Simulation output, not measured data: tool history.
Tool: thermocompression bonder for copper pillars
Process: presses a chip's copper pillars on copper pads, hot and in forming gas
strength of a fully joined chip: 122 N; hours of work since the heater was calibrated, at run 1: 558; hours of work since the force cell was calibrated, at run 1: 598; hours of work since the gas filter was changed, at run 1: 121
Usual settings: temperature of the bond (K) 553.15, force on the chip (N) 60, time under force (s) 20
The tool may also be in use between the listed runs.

run    hour  temperature of the bond (K)  force on the chip (N)  time under force (s)  hours of work since the heater was calibrated  hours of work since the force cell was calibrated  hours of work since the gas filter was changed  force that shears a chip off (N)
  1     0.0                       553.15                     60                    20                                            558                                                598                                             121                              44.4
  2    46.2                       553.15                     60                    20                                            576                                                617                                             139                              42.7
  3    92.8                       553.15                     54                    20                                            595                                                636                                             158                              38.6
  4   130.9                       553.15                     61                    20                                            611                                                652                                             174                              44.1
  5   159.1                       553.15                     87                    20                                            623                                                663                                             186                              54.2
  6   200.5                       553.15                     60                    20                                            640                                                680                                             203                              41.6
  7   238.4                       525.15                     60                    20                                            655                                                696                                             218                              25.6
  8   279.4                       553.15                     60                    20                                            672                                                713                                             235                              42.2
  9   302.0                       553.15                     60                    20                                            681                                                722                                             244                              41.6
      306.5  -- heater calibrated with a thermocouple chip
      345.4  -- forming gas filter changed
 10   352.2                       553.15                     60                    20                                             18                                                741                                               3                              39.3
 11   398.1                       553.15                     60                    20                                             37                                                760                                              22                              39.0
 12   428.4                       553.15                     60                    20                                             50                                                772                                              34                              37.8
 13   464.8                       553.15                     60                    20                                             64                                                787                                              49                              38.2
 14   493.0                       553.15                     60                    20                                             76                                                799                                              60                              37.5
 15   526.7                       553.15                     60                    20                                             90                                                813                                              74                              37.3
      540.5  -- heater calibrated with a thermocouple chip, once more
 16   574.3                       553.15                     60                    20                                             14                                                831                                              93                              49.8
 17   618.2                       553.15                     60                    20                                             32                                                849                                             111                              50.8
 18   638.9                       571.15                     39                    20                                             40                                                858                                             119                              48.0
 19   665.8                       571.15                     39                    20                                             51                                                869                                             130                              47.1
 20   694.7                       571.15                     39                    20                                             63                                                880                                             142                              47.0
 21   729.5                       559.15                     40                    16                                             77                                                895                                             156                              37.6
 22   776.1                       540.15                     60                    17                                             96                                                914                                             175                              38.7
 23   812.6                       527.15                     60                    15                                            111                                                929                                             190                              28.6
 24   860.2                       527.15                     60                    15                                            131                                                948                                             210                              28.6
 25   898.7                       525.15                     38                    49                                            146                                                964                                             225                              32.6
 26   939.6                       553.15                     53                    20                                            163                                                981                                             242                              43.9
 27   983.9                       553.15                     90                    20                                            181                                                999                                             260                              62.6
      988.7  -- forming gas filter changed
 28  1015.3                       553.15                     90                    20                                            194                                               1011                                              11                              66.2
 29  1047.5                       524.15                     52                    10                                            207                                               1024                                              24                              21.0
 30  1072.2                       564.15                     60                    14                                            217                                               1035                                              34                              49.1
 31  1105.8                       542.15                     76                    31                                            231                                               1048                                              48                              57.7
 32  1152.6                       542.15                     63                    21                                            250                                               1067                                              67                              42.8

4 ways to go on from here, each from the tool as it stands after run 32. What would each give?
  A  1177.9                       542.15                     63                    26                                            260                                               1078                                              77                                 ?
  B  1177.9                       535.15                     63                    13                                            260                                               1078                                              77                                 ?
  C  1177.9                       528.15                     63                    14                                            260                                               1078                                              77                                 ?
  D  1177.9                       557.15                     60                    52                                            260                                               1078                                              77                                 ?

run  force that shears a chip off (N)
  A                              47.8
  B                              31.6
  C                              29.2
  D                              70.9
Without the tool's hidden state the same runs would have given:
run  force that shears a chip off (N)
  A                              51.0
  B                              34.0
  C                              31.5
  D                              74.7
